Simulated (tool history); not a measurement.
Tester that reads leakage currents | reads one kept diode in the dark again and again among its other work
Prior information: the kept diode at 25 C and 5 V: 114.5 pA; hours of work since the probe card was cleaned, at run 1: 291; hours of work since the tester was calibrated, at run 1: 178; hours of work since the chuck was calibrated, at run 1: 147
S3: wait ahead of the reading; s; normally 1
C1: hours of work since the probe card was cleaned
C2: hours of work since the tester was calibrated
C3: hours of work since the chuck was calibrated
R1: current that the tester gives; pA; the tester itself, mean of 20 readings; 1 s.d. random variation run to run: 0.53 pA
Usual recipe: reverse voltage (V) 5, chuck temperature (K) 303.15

Run 1, hour 0: usual settings; C1 291; C2 178; C3 147. Result: R1 181.27 pA.
Run 2, hour 24.6: usual settings but reverse voltage (V) 3.16; C1 303; C2 190; C3 159. Result: R1 147.36 pA.
Run 3, hour 63.2: usual settings but reverse voltage (V) 3.16; C1 322; C2 209; C3 178. Result: R1 147.62 pA.
Run 4, hour 111.4: usual settings but reverse voltage (V) 3.16; C1 345; C2 233; C3 202. Result: R1 148.61 pA.
Run 5, hour 165.2: usual settings but S3 1.59 s; C1 371; C2 259; C3 228. Result: R1 182.14 pA.
Run 6, hour 203: usual settings but reverse voltage (V) 2.62; C1 390; C2 277; C3 246. Result: R1 138.67 pA.
Run 7, hour 258.8: usual settings but reverse voltage (V) 2.62; C1 417; C2 305; C3 273. Result: R1 138.53 pA.
Run 8, hour 301.5: usual settings but chuck temperature (K) 304.15; C1 438; C2 325; C3 294. Result: R1 200.07 pA.
Run 9, hour 349.7: usual settings; C1 461; C2 349; C3 318. Result: R1 184.06 pA.
Run 10, hour 391.9: usual settings; C1 482; C2 369; C3 338. Result: R1 185.93 pA.
Run 11, hour 432.7: usual settings; C1 502; C2 389; C3 358. Result: R1 186.71 pA.
Run 12, hour 472.5: usual settings but S3 0.78 s; C1 521; C2 409; C3 378. Result: R1 186.8 pA.
Run 13, hour 496.6: usual settings but chuck temperature (K) 306.15; C1 533; C2 420; C3 389. Result: R1 236.82 pA.
Run 14, hour 554: usual settings but chuck temperature (K) 306.15; C1 561; C2 448; C3 417. Result: R1 238.8 pA.
Run 15, hour 583.9: usual settings but chuck temperature (K) 306.15; C1 576; C2 463; C3 432. Result: R1 238.64 pA.
At hour 589.7: chuck's temperature calibrated.
Run 16, hour 617.8: usual settings but S3 1.31 s; C1 591; C2 479; C3 14. Result: R1 189.83 pA.
Run 17, hour 641.7: usual settings but S3 1.31 s; C1 603; C2 490; C3 25. Result: R1 189.57 pA.
Run 18, hour 691.5: usual settings; C1 627; C2 514; C3 50. Result: R1 190.98 pA.
Run 19, hour 717.6: usual settings; C1 640; C2 527; C3 62. Result: R1 191.34 pA.
Run 20, hour 768.2: usual settings but S3 2.99 s; C1 664; C2 552; C3 87. Result: R1 190.51 pA.
Run 21, hour 797.7: usual settings but S3 2.99 s; C1 679; C2 566; C3 101. Result: R1 191.48 pA.
Run 22, hour 840: usual settings but reverse voltage (V) 10.25, chuck temperature (K) 300.15; C1 699; C2 587; C3 122. Result: R1 212.64 pA.
At hour 858.3: chuck's temperature calibrated, once more.
Run 23, hour 885: usual settings but reverse voltage (V) 15.19, chuck temperature (K) 316.15; C1 720; C2 608; C3 13. Result: R1 818.5 pA.
Run 24, hour 925.1: usual settings but reverse voltage (V) 1.58, S3 0.34 s; C1 740; C2 627; C3 33. Result: R1 111.85 pA.
Run 25, hour 970.5: usual settings but reverse voltage (V) 1.58, S3 0.34 s; C1 762; C2 649; C3 55. Result: R1 111.94 pA.
Run 26, hour 1021.9: usual settings but reverse voltage (V) 1.02, chuck temperature (K) 300.15; C1 787; C2 674; C3 80. Result: R1 72.66 pA.
Run 27, hour 1053.4: usual settings but reverse voltage (V) 2.12, chuck temperature (K) 295.15, S3 0.33 s; C1 802; C2 690; C3 95. Result: R1 67.47 pA.

Estimate the outcome of run 28 from the log above:
Run 28, hour 1081.6: usual settings but reverse voltage (V) 19.35, S3 1.28 s; C1 816; C2 704; C3 109. Result: R1 ?.

Run 28 produced R1 354.55 pA.
With no hidden state in the tool, this same run would have given R1 313.6 pA.
